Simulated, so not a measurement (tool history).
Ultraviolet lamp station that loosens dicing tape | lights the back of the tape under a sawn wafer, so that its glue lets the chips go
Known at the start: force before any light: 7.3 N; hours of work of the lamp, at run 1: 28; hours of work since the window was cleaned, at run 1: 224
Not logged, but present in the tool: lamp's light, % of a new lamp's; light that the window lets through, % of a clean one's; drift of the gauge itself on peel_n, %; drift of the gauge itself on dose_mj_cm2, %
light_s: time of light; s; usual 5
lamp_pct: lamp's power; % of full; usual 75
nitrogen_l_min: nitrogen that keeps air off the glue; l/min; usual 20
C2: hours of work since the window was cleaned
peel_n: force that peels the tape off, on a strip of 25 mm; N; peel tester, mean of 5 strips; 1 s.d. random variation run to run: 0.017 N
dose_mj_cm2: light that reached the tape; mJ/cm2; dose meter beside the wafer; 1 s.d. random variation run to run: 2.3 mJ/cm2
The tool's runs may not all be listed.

Run 1, day 0: usual settings; hours of work of the lamp 28; C2 224. Result: peel_n 0.9 N, dose_mj_cm2 228 mJ/cm2.
Run 2, day 0.988: usual settings; hours of work of the lamp 46; C2 242. Result: peel_n 0.928 N, dose_mj_cm2 219 mJ/cm2.
Run 3, day 1.588: usual settings but light_s 7 s; hours of work of the lamp 56; C2 252. Result: peel_n 0.477 N, dose_mj_cm2 308 mJ/cm2.
Run 4, day 2.362: usual settings; hours of work of the lamp 70; C2 266. Result: peel_n 0.92 N, dose_mj_cm2 217 mJ/cm2.
Run 5, day 3.125: usual settings but lamp_pct 86 % of full; hours of work of the lamp 83; C2 279. Result: peel_n 0.718 N, dose_mj_cm2 248 mJ/cm2.
Run 6, day 4.021: usual settings but lamp_pct 86 % of full; hours of work of the lamp 99; C2 295. Result: peel_n 0.757 N, dose_mj_cm2 247 mJ/cm2.
Run 7, day 4.725: usual settings but light_s 9 s; hours of work of the lamp 112; C2 308. Result: peel_n 0.29 N, dose_mj_cm2 385 mJ/cm2.
Run 8, day 5.521: usual settings but light_s 9 s; hours of work of the lamp 126; C2 322. Result: peel_n 0.297 N, dose_mj_cm2 381 mJ/cm2.
Run 9, day 6.029: usual settings but light_s 9 s, lamp_pct 64 % of full, nitrogen_l_min 8 l/min; hours of work of the lamp 135; C2 331. Result: peel_n 0.811 N, dose_mj_cm2 322 mJ/cm2.
At day 6.108: window cleaned of glue's vapour.
Run 10, day 6.671: usual settings but light_s 7 s, lamp_pct 87 % of full, nitrogen_l_min 22 l/min; hours of work of the lamp 146; C2 10. Result: peel_n 0.369 N, dose_mj_cm2 328 mJ/cm2.
Run 11, day 7.6: usual settings but light_s 7 s, lamp_pct 87 % of full, nitrogen_l_min 22 l/min; hours of work of the lamp 162; C2 26. Result: peel_n 0.391 N, dose_mj_cm2 332 mJ/cm2.
At day 8.338: window cleaned of glue's vapour, once more.
Run 12, day 8.442: usual settings but light_s 8 s, lamp_pct 87 % of full, nitrogen_l_min 22 l/min; hours of work of the lamp 177; C2 2. Result: peel_n 0.261 N, dose_mj_cm2 397 mJ/cm2.
Run 13, day 9.371: usual settings but light_s 4 s, nitrogen_l_min 11 l/min; hours of work of the lamp 193; C2 18. Result: peel_n 1.89 N, dose_mj_cm2 172 mJ/cm2.
Run 14, day 9.838: usual settings but light_s 4 s, nitrogen_l_min 11 l/min; hours of work of the lamp 201; C2 26. Result: peel_n 1.881 N, dose_mj_cm2 168 mJ/cm2.
Run 15, day 10.4: usual settings but light_s 9 s, lamp_pct 84 % of full, nitrogen_l_min 11 l/min; hours of work of the lamp 211; C2 36. Result: peel_n 0.38 N, dose_mj_cm2 424 mJ/cm2.

What if the next run were any one of these 5? Each begins from the tool's condition after run 15:
Run A, day 11.212: usual settings but light_s 7 s, lamp_pct 84 % of full, nitrogen_l_min 11 l/min; hours of work of the lamp 225; C2 51. Result: peel_n ?, dose_mj_cm2 ?.
Run B, day 11.212: usual settings but light_s 9 s, nitrogen_l_min 11 l/min; hours of work of the lamp 225; C2 51. Result: peel_n ?, dose_mj_cm2 ?.
Run C, day 11.212: usual settings but light_s 2 s, nitrogen_l_min 9 l/min; hours of work of the lamp 225; C2 51. Result: peel_n ?, dose_mj_cm2 ?.
Run D, day 11.212: usual settings but light_s 3 s, lamp_pct 63 % of full, nitrogen_l_min 22 l/min; hours of work of the lamp 225; C2 51. Result: peel_n ?, dose_mj_cm2 ?.
Run E, day 11.212: usual settings but light_s 9 s, lamp_pct 73 % of full, nitrogen_l_min 27 l/min; hours of work of the lamp 225; C2 51. Result: peel_n ?, dose_mj_cm2 ?.

run  peel_n  dose_mj_cm2
  A   0.632          324
  B   0.475          378
  C   3.786           85
  D   2.515          102
  E    0.27          364
Take away the tool's hidden state, keep each run's random variation, and the runs would have read:
run  peel_n  dose_mj_cm2
  A   0.496          364
  B   0.374          424
  C   3.513           95
  D   2.218          115
  E   0.224          409
